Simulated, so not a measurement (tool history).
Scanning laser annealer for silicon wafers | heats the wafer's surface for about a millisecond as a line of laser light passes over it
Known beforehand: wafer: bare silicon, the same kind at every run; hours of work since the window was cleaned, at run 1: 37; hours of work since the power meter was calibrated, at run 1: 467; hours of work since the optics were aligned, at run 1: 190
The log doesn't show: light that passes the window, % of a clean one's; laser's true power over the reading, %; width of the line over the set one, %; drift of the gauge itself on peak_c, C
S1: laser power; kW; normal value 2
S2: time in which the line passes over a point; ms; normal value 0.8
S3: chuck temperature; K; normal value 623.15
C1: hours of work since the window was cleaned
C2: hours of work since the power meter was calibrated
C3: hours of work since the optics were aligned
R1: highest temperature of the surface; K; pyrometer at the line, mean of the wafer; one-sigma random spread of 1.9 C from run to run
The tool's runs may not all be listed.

| run | day | S1 | S2 | S3 | C1 | C2 | C3 | R1 |
|---|---|---|---|---|---|---|---|---|
| 1 | 0 | 2 | 0.8 | 623.15 | 37 | 467 | 190 | 1371.15 |
| 2 | 0.65 | 2 | 0.8 | 623.15 | 49 | 479 | 202 | 1371.15 |
| 3 | 1.483 | 2.036 | 0.8 | 623.15 | 64 | 494 | 217 | 1388.15 |
| 4 | 2.462 | 2.036 | 0.691 | 623.15 | 82 | 512 | 236 | 1337.15 |
| 5 | 3.396 | 2.036 | 0.691 | 623.15 | 99 | 530 | 253 | 1336.15 |
| 6 | 3.896 | 2.039 | 0.8 | 623.15 | 109 | 539 | 262 | 1381.15 |
| 7 | 4.704 | 2.158 | 0.8 | 623.15 | 124 | 554 | 277 | 1431.15 |
| 8 | 5.354 | 2.158 | 0.8 | 623.15 | 136 | 566 | 289 | 1429.15 |
| 9 | 6.062 | 1.715 | 0.8 | 623.15 | 149 | 579 | 302 | 1240.15 |
| 10 | 6.821 | 1.971 | 0.637 | 601.15 | 163 | 593 | 316 | 1253.15 |
|  | 7.038 | laser's power meter calibrated |
| 11 | 7.45 | 1.971 | 0.637 | 601.15 | 172 | 8 | 326 | 1255.15 |
| 12 | 8.083 | 2.002 | 0.671 | 623.15 | 184 | 19 | 337 | 1303.15 |
| 13 | 8.575 | 2.01 | 0.8 | 630.15 | 193 | 28 | 347 | 1366.15 |
| 14 | 9.575 | 2.01 | 0.8 | 630.15 | 212 | 47 | 365 | 1366.15 |
| 15 | 10.554 | 2.01 | 0.8 | 630.15 | 230 | 65 | 383 | 1361.15 |

Consider 4 possible next runs. They are alternatives, not a sequence: every one starts from the tool as it was left by run 15. What does each give?
| A | 11.004 | 1.912 | 0.773 | 590.15 | 238 | 73 | 392 | ? |
| B | 11.004 | 2.144 | 0.8 | 630.15 | 238 | 73 | 392 | ? |
| C | 11.004 | 2.031 | 0.8 | 630.15 | 238 | 73 | 392 | ? |
| D | 11.004 | 1.856 | 0.837 | 590.15 | 238 | 73 | 392 | ? |

| run | R1 |
|---|---|
| A | 1269.15 |
| B | 1418.15 |
| C | 1371.15 |
| D | 1269.15 |
The same runs, with their run-to-run variation unchanged, on a tool lacking any hidden condition would have given:
| run | R1 |
|---|---|
| A | 1294.15 |
| B | 1446.15 |
| C | 1397.15 |
| D | 1293.15 |
